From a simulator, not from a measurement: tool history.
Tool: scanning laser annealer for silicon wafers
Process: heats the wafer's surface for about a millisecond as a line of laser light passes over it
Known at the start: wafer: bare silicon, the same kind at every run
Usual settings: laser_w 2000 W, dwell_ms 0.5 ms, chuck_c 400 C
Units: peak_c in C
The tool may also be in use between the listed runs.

run	hour	laser_w	dwell_ms	chuck_c	peak_c
1	0	2000	0.5	400	1162
2	9.4	2000	0.5	400	1165
3	19.2	2000	0.5	388	1154
4	29.9	2000	0.5	400	1163
5	40.8	2000	0.5	400	1164
6	47.3	2000	0.5	400	1162
7	54	2000	0.5	400	1163
8	59.7	2000	0.5	400	1163
9	65.6	2000	0.5	400	1164
10	72.8	2000	0.5	400	1161
11	79.9	2000	0.402	377	1051
12	85	2045	0.446	400	1135
13	91.6	2045	0.584	377	1236
14	101.2	2000	0.5	392	1153
15	105.9	2087	0.5	425	1233
16	111.8	1760	0.5	416	1060

3 ways to go on from here, each from the tool as it stands after run 16. What would each give?
A	119.5	1913	0.359	400	?
B	119.5	1760	0.5	387	?
C	119.5	1796	0.464	369	?

run	peak_c
A	992
B	1034
C	1001
Without the tool's hidden state the same runs would have given:
run	peak_c
A	993
B	1035
C	1002
